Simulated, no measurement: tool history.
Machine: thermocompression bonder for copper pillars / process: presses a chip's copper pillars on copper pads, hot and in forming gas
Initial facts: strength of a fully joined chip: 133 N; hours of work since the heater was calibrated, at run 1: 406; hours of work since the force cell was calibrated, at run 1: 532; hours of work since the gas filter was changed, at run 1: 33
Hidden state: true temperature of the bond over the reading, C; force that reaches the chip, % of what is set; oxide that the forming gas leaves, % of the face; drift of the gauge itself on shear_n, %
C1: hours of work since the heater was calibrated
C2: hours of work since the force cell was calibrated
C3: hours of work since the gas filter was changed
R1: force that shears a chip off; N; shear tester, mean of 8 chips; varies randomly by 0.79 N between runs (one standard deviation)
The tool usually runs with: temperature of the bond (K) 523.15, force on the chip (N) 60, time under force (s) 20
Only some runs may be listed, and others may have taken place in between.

run 1 hour=0 | temperature_of_the_bond_(K)=523.15 force_on_the_chip_(N)=60 time_under_force_(s)=20 | C1=406 C2=532 C3=33 | R1=63.7
run 2 hour=11.6 | temperature_of_the_bond_(K)=523.15 force_on_the_chip_(N)=60 time_under_force_(s)=20 | C1=412 C2=537 C3=39 | R1=63.3
run 3 hour=35.8 | temperature_of_the_bond_(K)=523.15 force_on_the_chip_(N)=64 time_under_force_(s)=20 | C1=424 C2=549 C3=51 | R1=65.9
run 4 hour=48.7 | temperature_of_the_bond_(K)=504.15 force_on_the_chip_(N)=64 time_under_force_(s)=20 | C1=430 C2=555 C3=57 | R1=53.6
run 5 hour=67.7 | temperature_of_the_bond_(K)=504.15 force_on_the_chip_(N)=64 time_under_force_(s)=20 | C1=440 C2=565 C3=66 | R1=51
run 6 hour=85.4 | temperature_of_the_bond_(K)=523.15 force_on_the_chip_(N)=60 time_under_force_(s)=20 | C1=448 C2=573 C3=75 | R1=62.5
run 7 hour=101.1 | temperature_of_the_bond_(K)=523.15 force_on_the_chip_(N)=60 time_under_force_(s)=20 | C1=456 C2=581 C3=83 | R1=63.7
run 8 hour=119.9 | temperature_of_the_bond_(K)=523.15 force_on_the_chip_(N)=60 time_under_force_(s)=20 | C1=465 C2=590 C3=92 | R1=64
run 9 hour=143.9 | temperature_of_the_bond_(K)=523.15 force_on_the_chip_(N)=60 time_under_force_(s)=20 | C1=477 C2=602 C3=104 | R1=62.5
run 10 hour=165.9 | temperature_of_the_bond_(K)=523.15 force_on_the_chip_(N)=60 time_under_force_(s)=20 | C1=488 C2=613 C3=114 | R1=64.4
run 11 hour=180.1 | temperature_of_the_bond_(K)=523.15 force_on_the_chip_(N)=60 time_under_force_(s)=20 | C1=495 C2=620 C3=121 | R1=62.9
run 12 hour=204.2 | temperature_of_the_bond_(K)=523.15 force_on_the_chip_(N)=60 time_under_force_(s)=20 | C1=506 C2=632 C3=133 | R1=63.8
run 13 hour=221.5 | temperature_of_the_bond_(K)=523.15 force_on_the_chip_(N)=60 time_under_force_(s)=20 | C1=515 C2=640 C3=142 | R1=63.8
run 14 hour=237.3 | temperature_of_the_bond_(K)=523.15 force_on_the_chip_(N)=60 time_under_force_(s)=20 | C1=523 C2=648 C3=149 | R1=62.7
run 15 hour=255.3 | temperature_of_the_bond_(K)=523.15 force_on_the_chip_(N)=60 time_under_force_(s)=20 | C1=531 C2=657 C3=158 | R1=64.1
run 16 hour=274.7 | temperature_of_the_bond_(K)=507.15 force_on_the_chip_(N)=60 time_under_force_(s)=20 | C1=541 C2=666 C3=168 | R1=52.5
run 17 hour=286.6 | temperature_of_the_bond_(K)=507.15 force_on_the_chip_(N)=60 time_under_force_(s)=20 | C1=547 C2=672 C3=174 | R1=52.4
run 18 hour=312.2 | temperature_of_the_bond_(K)=507.15 force_on_the_chip_(N)=60 time_under_force_(s)=20 | C1=559 C2=685 C3=186 | R1=51.1
run 19 hour=336.2 | temperature_of_the_bond_(K)=507.15 force_on_the_chip_(N)=60 time_under_force_(s)=20 | C1=571 C2=696 C3=198 | R1=52.3
run 20 hour=359.7 | temperature_of_the_bond_(K)=495.15 force_on_the_chip_(N)=37 time_under_force_(s)=36 | C1=582 C2=708 C3=209 | R1=40.5
run 21 hour=385.8 | temperature_of_the_bond_(K)=495.15 force_on_the_chip_(N)=37 time_under_force_(s)=36 | C1=595 C2=721 C3=222 | R1=39.8
run 22 hour=408.9 | temperature_of_the_bond_(K)=495.15 force_on_the_chip_(N)=37 time_under_force_(s)=51 | C1=607 C2=732 C3=233 | R1=46.4
run 23 hour=427.7 | temperature_of_the_bond_(K)=495.15 force_on_the_chip_(N)=37 time_under_force_(s)=51 | C1=616 C2=741 C3=243 | R1=46.5
run 24 hour=451.2 | temperature_of_the_bond_(K)=523.15 force_on_the_chip_(N)=52 time_under_force_(s)=10 | C1=627 C2=753 C3=254 | R1=44.2
run 25 hour=469.2 | temperature_of_the_bond_(K)=523.15 force_on_the_chip_(N)=52 time_under_force_(s)=10 | C1=636 C2=761 C3=263 | R1=43.9
run 26 hour=485.7 | temperature_of_the_bond_(K)=523.15 force_on_the_chip_(N)=52 time_under_force_(s)=10 | C1=644 C2=770 C3=271 | R1=45
run 27 hour=511.7 | temperature_of_the_bond_(K)=494.15 force_on_the_chip_(N)=43 time_under_force_(s)=17 | C1=657 C2=782 C3=284 | R1=32.5
run 28 hour=529.8 | temperature_of_the_bond_(K)=519.15 force_on_the_chip_(N)=46 time_under_force_(s)=40 | C1=666 C2=791 C3=293 | R1=65.9
run 29 hour=553.4 | temperature_of_the_bond_(K)=519.15 force_on_the_chip_(N)=46 time_under_force_(s)=55 | C1=677 C2=803 C3=304 | R1=72.1
run 30 hour=579.4 | temperature_of_the_bond_(K)=544.15 force_on_the_chip_(N)=86 time_under_force_(s)=45 | C1=690 C2=815 C3=317 | R1=104.9
run 31 hour=597.3 | temperature_of_the_bond_(K)=523.15 force_on_the_chip_(N)=60 time_under_force_(s)=53 | C1=699 C2=824 C3=326 | R1=85.2
run 32 hour=610.2 | temperature_of_the_bond_(K)=543.15 force_on_the_chip_(N)=60 time_under_force_(s)=53 | C1=705 C2=830 C3=332 | R1=97.6
run 33 hour=630 | temperature_of_the_bond_(K)=523.15 force_on_the_chip_(N)=76 time_under_force_(s)=20 | C1=715 C2=840 C3=342 | R1=69.5
run 34 hour=646.4 | temperature_of_the_bond_(K)=509.15 force_on_the_chip_(N)=64 time_under_force_(s)=20 | C1=723 C2=848 C3=350 | R1=54.7
run 35 hour=666 | temperature_of_the_bond_(K)=509.15 force_on_the_chip_(N)=64 time_under_force_(s)=20 | C1=733 C2=858 C3=359 | R1=54.6
run 36 hour=679.8 | temperature_of_the_bond_(K)=509.15 force_on_the_chip_(N)=64 time_under_force_(s)=20 | C1=739 C2=865 C3=366 | R1=54.9
run 37 hour=703 | temperature_of_the_bond_(K)=526.15 force_on_the_chip_(N)=63 time_under_force_(s)=20 | C1=751 C2=876 C3=377 | R1=65.4

Below, some changes in R1 between adjacent runs. For each, the amount present without the hidden state too (settings, incoming material, random variation) and the amount remaining for the hidden state with gauge scatter not shared by both compared results:
Run 27 -> 28: temperature of the bond (K) 494.15 -> 519.15, force on the chip (N) 43 -> 46, time under force (s) 17 -> 40. R1 +33.4 N: hidden state -0.4, all else +33.8.
Run 29 -> 30: temperature of the bond (K) 519.15 -> 544.15, force on the chip (N) 46 -> 86, time under force (s) 55 -> 45. R1 +32.8 N: hidden state -4.6, all else +37.4.
Run 30 -> 31: temperature of the bond (K) 544.15 -> 523.15, force on the chip (N) 86 -> 60, time under force (s) 45 -> 53. R1 -19.7 N: hidden state +3.4, all else -23.1.
Run 32 -> 33: temperature of the bond (K) 543.15 -> 523.15, force on the chip (N) 60 -> 76, time under force (s) 53 -> 20. R1 -28.1 N: hidden state +3.2, all else -31.3.
